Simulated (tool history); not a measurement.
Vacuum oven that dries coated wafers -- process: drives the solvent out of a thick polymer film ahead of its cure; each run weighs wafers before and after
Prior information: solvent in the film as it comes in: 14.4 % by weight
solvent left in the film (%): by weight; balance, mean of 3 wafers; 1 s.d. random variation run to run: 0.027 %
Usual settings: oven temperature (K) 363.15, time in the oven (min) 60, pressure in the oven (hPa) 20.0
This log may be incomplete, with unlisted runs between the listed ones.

run 1 hour=0.0 | oven_temperature_(K)=363.15 time_in_the_oven_(min)=60 pressure_in_the_oven_(hPa)=20.0 | solvent_left_in_the_film_(%)=2.13
run 2 hour=21.8 | oven_temperature_(K)=363.15 time_in_the_oven_(min)=32 pressure_in_the_oven_(hPa)=20.0 | solvent_left_in_the_film_(%)=3.45
run 3 hour=42.8 | oven_temperature_(K)=363.15 time_in_the_oven_(min)=32 pressure_in_the_oven_(hPa)=20.0 | solvent_left_in_the_film_(%)=3.47
run 4 hour=89.5 | oven_temperature_(K)=363.15 time_in_the_oven_(min)=32 pressure_in_the_oven_(hPa)=20.0 | solvent_left_in_the_film_(%)=3.45
run 5 hour=129.3 | oven_temperature_(K)=363.15 time_in_the_oven_(min)=32 pressure_in_the_oven_(hPa)=20.0 | solvent_left_in_the_film_(%)=3.48
run 6 hour=149.8 | oven_temperature_(K)=363.15 time_in_the_oven_(min)=32 pressure_in_the_oven_(hPa)=20.0 | solvent_left_in_the_film_(%)=3.40
run 7 hour=171.9 | oven_temperature_(K)=363.15 time_in_the_oven_(min)=32 pressure_in_the_oven_(hPa)=20.0 | solvent_left_in_the_film_(%)=3.43
run 8 hour=193.6 | oven_temperature_(K)=363.15 time_in_the_oven_(min)=59 pressure_in_the_oven_(hPa)=20.0 | solvent_left_in_the_film_(%)=2.17
run 9 hour=216.0 | oven_temperature_(K)=363.15 time_in_the_oven_(min)=59 pressure_in_the_oven_(hPa)=20.0 | solvent_left_in_the_film_(%)=2.19
run 10 hour=261.0 | oven_temperature_(K)=363.15 time_in_the_oven_(min)=59 pressure_in_the_oven_(hPa)=20.0 | solvent_left_in_the_film_(%)=2.18
run 11 hour=309.2 | oven_temperature_(K)=357.15 time_in_the_oven_(min)=85 pressure_in_the_oven_(hPa)=20.0 | solvent_left_in_the_film_(%)=2.58
run 12 hour=348.7 | oven_temperature_(K)=373.15 time_in_the_oven_(min)=84 pressure_in_the_oven_(hPa)=11.0 | solvent_left_in_the_film_(%)=0.65
run 13 hour=392.5 | oven_temperature_(K)=362.15 time_in_the_oven_(min)=33 pressure_in_the_oven_(hPa)=40.0 | solvent_left_in_the_film_(%)=5.22
run 14 hour=435.4 | oven_temperature_(K)=371.15 time_in_the_oven_(min)=60 pressure_in_the_oven_(hPa)=49.7 | solvent_left_in_the_film_(%)=3.31
run 15 hour=475.0 | oven_temperature_(K)=371.15 time_in_the_oven_(min)=60 pressure_in_the_oven_(hPa)=49.7 | solvent_left_in_the_film_(%)=3.32
run 16 hour=504.4 | oven_temperature_(K)=371.15 time_in_the_oven_(min)=60 pressure_in_the_oven_(hPa)=28.1 | solvent_left_in_the_film_(%)=1.92

Forecast each of these 4 alternatives for the next run:
run A hour=535.2 | oven_temperature_(K)=354.15 time_in_the_oven_(min)=46 pressure_in_the_oven_(hPa)=18.8 | solvent_left_in_the_film_(%)=?
run B hour=535.2 | oven_temperature_(K)=370.15 time_in_the_oven_(min)=70 pressure_in_the_oven_(hPa)=28.1 | solvent_left_in_the_film_(%)=?
run C hour=535.2 | oven_temperature_(K)=350.15 time_in_the_oven_(min)=105 pressure_in_the_oven_(hPa)=20.0 | solvent_left_in_the_film_(%)=?
run D hour=535.2 | oven_temperature_(K)=352.15 time_in_the_oven_(min)=60 pressure_in_the_oven_(hPa)=20.0 | solvent_left_in_the_film_(%)=?

run=A solvent_left_in_the_film_(%)=4.51
run=B solvent_left_in_the_film_(%)=1.93
run=C solvent_left_in_the_film_(%)=3.62
run=D solvent_left_in_the_film_(%)=4.47
What these runs would have given with no unlogged condition in the tool:
run=A solvent_left_in_the_film_(%)=4.50
run=B solvent_left_in_the_film_(%)=1.93
run=C solvent_left_in_the_film_(%)=3.61
run=D solvent_left_in_the_film_(%)=4.46

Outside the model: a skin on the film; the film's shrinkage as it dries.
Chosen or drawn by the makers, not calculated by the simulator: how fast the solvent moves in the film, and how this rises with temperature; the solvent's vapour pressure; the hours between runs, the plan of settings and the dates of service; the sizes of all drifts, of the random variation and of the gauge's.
